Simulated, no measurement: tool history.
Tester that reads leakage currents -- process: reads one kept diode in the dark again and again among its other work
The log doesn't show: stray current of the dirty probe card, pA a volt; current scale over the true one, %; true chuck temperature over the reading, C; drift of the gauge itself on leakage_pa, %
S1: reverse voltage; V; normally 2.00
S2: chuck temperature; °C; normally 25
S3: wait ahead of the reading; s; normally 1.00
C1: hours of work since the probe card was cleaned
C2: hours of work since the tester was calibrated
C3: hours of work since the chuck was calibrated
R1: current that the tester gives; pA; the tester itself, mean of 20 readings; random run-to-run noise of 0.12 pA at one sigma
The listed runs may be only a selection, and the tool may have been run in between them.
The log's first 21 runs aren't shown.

run 22 hour=1068.2 | S1=2.00 S2=30 S3=2.17 | C1=1019 C2=798 C3=248 | R1=54.61
run 23 hour=1117.4 | S1=2.53 S2=25 S3=7.74 | C1=1047 C2=826 C3=276 | R1=41.00
run 24 hour=1147.7 | S1=3.02 S2=24 S3=6.72 | C1=1064 C2=843 C3=293 | R1=41.44
run 25 hour=1189.6 | S1=2.00 S2=25 S3=5.01 | C1=1087 C2=866 C3=316 | R1=37.03
run 26 hour=1239.1 | S1=6.46 S2=32 S3=3.07 | C1=1115 C2=894 C3=344 | R1=115.02
run 27 hour=1291.2 | S1=5.97 S2=32 S3=1.11 | C1=1144 C2=923 C3=373 | R1=112.61
run 28 hour=1348.2 | S1=5.97 S2=32 S3=1.11 | C1=1176 C2=955 C3=405 | R1=112.41
run 29 hour=1412.1 | S1=5.97 S2=32 S3=1.11 | C1=1212 C2=991 C3=441 | R1=113.04
run 30 hour=1459.2 | S1=17.20 S2=58 S3=9.30 | C1=1238 C2=1017 C3=467 | R1=1232.20
run 31 hour=1514.3 | S1=1.23 S2=24 S3=2.07 | C1=1269 C2=1048 C3=498 | R1=27.93
run 32 hour=1554.3 | S1=1.23 S2=24 S3=2.07 | C1=1291 C2=1070 C3=520 | R1=27.91
-- hour=1606.8 chuck's temperature calibrated
run 33 hour=1606.8 | S1=16.37 S2=24 S3=0.81 | C1=1320 C2=1098 C3=0 | R1=100.21
run 34 hour=1662.1 | S1=16.06 S2=37 S3=0.90 | C1=1351 C2=1129 C3=31 | R1=255.94
run 35 hour=1700.5 | S1=1.00 S2=25 S3=1.00 | C1=1372 C2=1151 C3=52 | R1=25.74
run 36 hour=1741.3 | S1=4.07 S2=36 S3=7.96 | C1=1395 C2=1174 C3=75 | R1=120.42
run 37 hour=1778.2 | S1=1.45 S2=25 S3=4.16 | C1=1416 C2=1194 C3=96 | R1=30.78
run 38 hour=1843.5 | S1=7.53 S2=46 S3=5.56 | C1=1452 C2=1231 C3=132 | R1=342.98
run 39 hour=1877.4 | S1=12.59 S2=40 S3=1.61 | C1=1471 C2=1250 C3=151 | R1=287.48
run 40 hour=1932.0 | S1=2.00 S2=25 S3=0.69 | C1=1502 C2=1280 C3=182 | R1=37.53

Branching from run 40: 4 alternative next runs. What would each branch give?
run A hour=1976.3 | S1=1.70 S2=59 S3=0.76 | C1=1526 C2=1305 C3=207 | R1=?
run B hour=1976.3 | S1=2.00 S2=25 S3=2.00 | C1=1526 C2=1305 C3=207 | R1=?
run C hour=1976.3 | S1=5.78 S2=25 S3=0.40 | C1=1526 C2=1305 C3=207 | R1=?
run D hour=1976.3 | S1=2.00 S2=21 S3=4.61 | C1=1526 C2=1305 C3=207 | R1=?

run=A R1=425.52
run=B R1=36.94
run=C R1=67.06
run=D R1=26.58
With the hidden condition removed and each run's random variation left untouched, the same runs would have given:
run=A R1=411.83
run=B R1=34.50
run=C R1=61.61
run=D R1=24.49
